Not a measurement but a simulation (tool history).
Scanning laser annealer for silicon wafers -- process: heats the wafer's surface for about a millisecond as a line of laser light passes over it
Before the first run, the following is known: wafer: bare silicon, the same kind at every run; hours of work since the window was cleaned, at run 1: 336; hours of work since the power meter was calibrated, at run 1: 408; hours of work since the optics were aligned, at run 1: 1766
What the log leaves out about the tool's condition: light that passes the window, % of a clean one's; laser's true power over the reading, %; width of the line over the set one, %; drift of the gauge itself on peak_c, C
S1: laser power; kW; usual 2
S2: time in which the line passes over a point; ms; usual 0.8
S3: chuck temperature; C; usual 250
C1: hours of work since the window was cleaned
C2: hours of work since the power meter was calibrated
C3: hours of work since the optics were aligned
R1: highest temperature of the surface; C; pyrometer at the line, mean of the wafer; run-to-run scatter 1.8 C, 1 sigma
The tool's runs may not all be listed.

run,hour,S1,S2,S3,C1,C2,C3,R1
1,0,2,0.8,250,336,408,1766,947
2,17.9,2,0.8,250,345,417,1775,951
3,45.3,2,0.8,250,359,431,1789,946
4,60.9,2,0.8,250,366,438,1796,950
5,87.6,2,0.8,250,379,452,1810,947
6,101.3,2,0.8,250,386,458,1816,948
7,122.7,2,0.8,250,397,469,1827,948
8,145.1,2,0.8,250,408,480,1838,946
9,165.6,1.878,0.8,250,418,490,1848,907
10,180.8,1.878,0.8,250,425,498,1856,900
11,193.2,1.878,0.8,250,432,504,1862,903
# hour 217.7: optics aligned, line set to its width
12,219.2,1.878,0.8,250,442,514,1,905
13,238.2,2,0.8,250,451,524,10,946
14,265.1,2,0.8,250,465,537,23,948
15,288.7,2,0.8,250,476,549,35,944
16,310,2,0.8,244,487,559,46,938
17,332.9,2,0.8,244,498,570,57,935
18,349.1,2,0.8,250,506,578,65,944
19,372.5,2,0.8,250,518,590,77,941
20,400.4,2,0.8,250,532,604,90,944
21,428.1,2,0.8,250,545,617,104,940
22,453.4,2,0.8,250,558,630,117,938
23,467.9,2,0.8,250,565,637,124,936
24,482.8,2,0.8,250,572,645,131,938
25,510.1,2,0.967,271,586,658,145,1014
26,525.4,2.091,0.851,273,593,666,152,1009
27,552.6,2.129,0.809,250,607,679,166,983
28,580.6,1.811,0.641,261,621,693,179,827
29,604.4,1.811,0.641,261,632,705,191,825
# hour 607.8: window over the wafer cleaned
30,631.7,1.811,0.641,261,12,717,204,857
31,643.9,2.086,0.8,243,18,723,210,1000
32,672.2,2.19,0.806,242,32,737,224,1036
33,690.5,2.19,0.806,242,41,746,233,1037
34,702.4,2.195,0.686,235,47,752,239,973
35,714.6,2.195,0.686,235,53,758,245,978
36,733.6,2.195,0.582,265,62,767,254,953
37,760.2,2.195,0.582,265,75,781,267,950
38,788.7,2.195,0.582,265,89,795,281,951
39,810.7,2.008,0.655,277,100,806,292,938
40,830.4,2.008,0.655,277,110,815,302,937
41,845.9,2.008,0.599,277,118,823,310,911

Forecast each of these 3 alternatives for the next run:
A,860.9,2.171,0.668,215,125,830,317,?
B,860.9,1.856,0.8,250,125,830,317,?
C,860.9,2,0.582,214,125,830,317,?

run,R1
A,931
B,917
C,839
Take away the tool's hidden state, keep each run's random variation, and the runs would have read:
run,R1
A,944
B,928
C,850
